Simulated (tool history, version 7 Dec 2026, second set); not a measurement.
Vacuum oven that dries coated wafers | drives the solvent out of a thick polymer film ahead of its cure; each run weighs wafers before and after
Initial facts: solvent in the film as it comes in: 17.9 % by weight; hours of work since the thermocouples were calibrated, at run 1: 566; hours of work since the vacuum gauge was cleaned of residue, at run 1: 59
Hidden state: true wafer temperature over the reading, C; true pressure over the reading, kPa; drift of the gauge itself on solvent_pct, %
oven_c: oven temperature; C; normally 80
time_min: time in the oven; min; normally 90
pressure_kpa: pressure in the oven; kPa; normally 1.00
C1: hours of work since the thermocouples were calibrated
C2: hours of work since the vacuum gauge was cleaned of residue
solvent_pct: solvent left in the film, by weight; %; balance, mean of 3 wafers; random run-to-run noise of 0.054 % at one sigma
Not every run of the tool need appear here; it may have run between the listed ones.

run 1 day=0.000 | oven_c=80 time_min=90 pressure_kpa=1.00 | C1=566 C2=59 | solvent_pct=2.39
run 2 day=1.167 | oven_c=80 time_min=90 pressure_kpa=1.00 | C1=586 C2=79 | solvent_pct=2.49
run 3 day=1.738 | oven_c=80 time_min=90 pressure_kpa=1.00 | C1=596 C2=89 | solvent_pct=2.45
run 4 day=2.654 | oven_c=86 time_min=90 pressure_kpa=1.00 | C1=612 C2=105 | solvent_pct=1.35
run 5 day=3.396 | oven_c=78 time_min=90 pressure_kpa=1.00 | C1=624 C2=118 | solvent_pct=2.97
run 6 day=4.258 | oven_c=78 time_min=90 pressure_kpa=1.00 | C1=639 C2=133 | solvent_pct=2.97
run 7 day=5.221 | oven_c=78 time_min=90 pressure_kpa=1.00 | C1=656 C2=149 | solvent_pct=2.96
run 8 day=6.342 | oven_c=78 time_min=90 pressure_kpa=1.00 | C1=676 C2=169 | solvent_pct=2.96
run 9 day=7.417 | oven_c=84 time_min=92 pressure_kpa=0.86 | C1=694 C2=187 | solvent_pct=1.49
run 10 day=8.475 | oven_c=84 time_min=92 pressure_kpa=0.86 | C1=712 C2=206 | solvent_pct=1.54
run 11 day=8.988 | oven_c=84 time_min=92 pressure_kpa=0.86 | C1=721 C2=215 | solvent_pct=1.51

Selected run-to-run steps in solvent_pct, each split into two signed amounts: the part the tool would show with no hidden state at all (from settings, incoming material and random variation), and the remainder, which goes to the hidden state together with any gauge scatter not common to the measured and the hidden-state-free results:
Run 4 -> 5: oven_c 86 -> 78. solvent_pct +1.62 %: hidden state +0.20, all else +1.42.

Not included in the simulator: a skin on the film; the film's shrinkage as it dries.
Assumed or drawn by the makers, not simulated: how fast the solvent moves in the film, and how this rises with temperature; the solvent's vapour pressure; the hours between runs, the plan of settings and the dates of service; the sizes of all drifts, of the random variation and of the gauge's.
